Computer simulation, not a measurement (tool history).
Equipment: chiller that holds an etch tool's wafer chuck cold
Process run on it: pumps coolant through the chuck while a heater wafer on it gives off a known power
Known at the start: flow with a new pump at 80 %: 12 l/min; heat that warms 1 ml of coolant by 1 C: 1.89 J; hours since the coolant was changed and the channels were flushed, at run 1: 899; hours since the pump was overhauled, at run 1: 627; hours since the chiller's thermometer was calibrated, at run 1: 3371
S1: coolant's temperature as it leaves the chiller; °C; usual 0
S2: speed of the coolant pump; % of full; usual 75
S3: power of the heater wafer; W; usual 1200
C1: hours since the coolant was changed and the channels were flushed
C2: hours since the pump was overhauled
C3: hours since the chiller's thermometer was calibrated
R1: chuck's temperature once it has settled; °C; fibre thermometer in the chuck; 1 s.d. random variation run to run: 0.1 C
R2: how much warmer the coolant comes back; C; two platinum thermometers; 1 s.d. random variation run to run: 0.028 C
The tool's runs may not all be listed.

run     day  S1  S2    S3    C1    C2    C3    R1    R2
  1       0   0  75  1200   899   627  3371  10.6  3.45
      1.712  -- chiller's thermometer calibrated
  2   2.462   0  75  1200   957   685    18  10.2  3.41
  3   3.817   0  75  1200   990   718    50  10.3   3.4
  4   5.629   0  75  1200  1033   761    94  10.4  3.47
  5   8.375   0  75  1200  1099   827   160  10.4  3.44
  6  10.267   0  75  1200  1144   872   205  10.5  3.46
  7  12.967   0  72  1200  1209   937   270  10.7  3.57
  8  15.867   0  72  1200  1279  1007   340  10.9  3.63
  9  17.879   0  72  1200  1327  1055   388    11  3.65
 10  20.342   0  75  1519  1386  1114   447  13.3  4.44
 11    22.1   2  75  1200  1428  1156   489  12.6  3.53
 12  24.121   4  75  1200  1477  1205   538  14.6  3.49
 13  26.612  -9  75  1200  1537  1265   598   1.7  3.46
 14  29.154   0  95  1200  1598  1326   659   9.1  2.74
 15  30.767   0  75   609  1636  1364   697   5.6  1.79
 16  33.667   0  75   609  1706  1434   767   5.5  1.78
 17  35.788   0  75   609  1757  1485   818   5.5  1.82
 18   37.45   3  75  1678  1797  1525   858  18.2  4.94
 19  39.733   0  64  1692  1852  1580   913    17  5.81
 20  41.125  -7  92  1200  1885  1613   946   2.5  2.87
     41.529  -- coolant pump overhauled
 21  43.683  -7  92  1200  1941    52  1002   2.7   2.9
 22  45.417  -7  92  1200  1983    93  1044   2.6  2.92
 23  46.933  -9  93  1200  2019   130  1080   0.5  2.84
     49.054  -- coolant pump overhauled, once more
 24  49.908   1  84   773  2086    20  1147   7.6  1.93
 25  51.242   8  76  1653  2118    53  1179  22.6   4.6
 26  53.958   8  76  1653  2183   118  1244  22.6  4.61
 27  55.738   8  76  1653  2226   160  1287  22.7  4.55
 28   57.55   0  72   860  2269   204  1330   8.1  2.52
 29  59.071  -1  72   611  2306   240  1367   4.8   1.8
 30  60.754  -1  72   611  2346   281  1407   4.8   1.8
 31  62.175   0  88  1645  2380   315  1441  13.5  3.98

What differs in the tool's unlogged condition from the final listed run ahead of each entry between runs to the first listed run following it?
After run 1, before run 2: chiller's thermometer calibrated (day 1.712)
  heat passed by the chuck's channels, % of clean ones': 96.5 -> 96.3; flow at a given pump speed, % of a new pump's: 98.4 -> 98.3; coolant's true temperature over the reading, C: 0.56 -> 0.02
  measured result minus the result with no hidden state, R1: +1 -> +0.5 °C; R2: +0.05 -> +0.05 C
After run 20, before run 21: coolant pump overhauled (day 41.529)
  heat passed by the chuck's channels, % of clean ones': 93.1 -> 92.9; flow at a given pump speed, % of a new pump's: 95.9 -> 95.1; coolant's true temperature over the reading, C: 0.17 -> 0.18
  measured result minus the result with no hidden state, R1: +1 -> +1 °C; R2: +0.12 -> +0.14 C
After run 23, before run 24: coolant pump overhauled, once more (day 49.054)
  heat passed by the chuck's channels, % of clean ones': 92.7 -> 92.4; flow at a given pump speed, % of a new pump's: 94.9 -> 100; coolant's true temperature over the reading, C: 0.19 -> 0.2
  measured result minus the result with no hidden state, R1: +1.1 -> +0.6 °C; R2: +0.14 -> +0 C
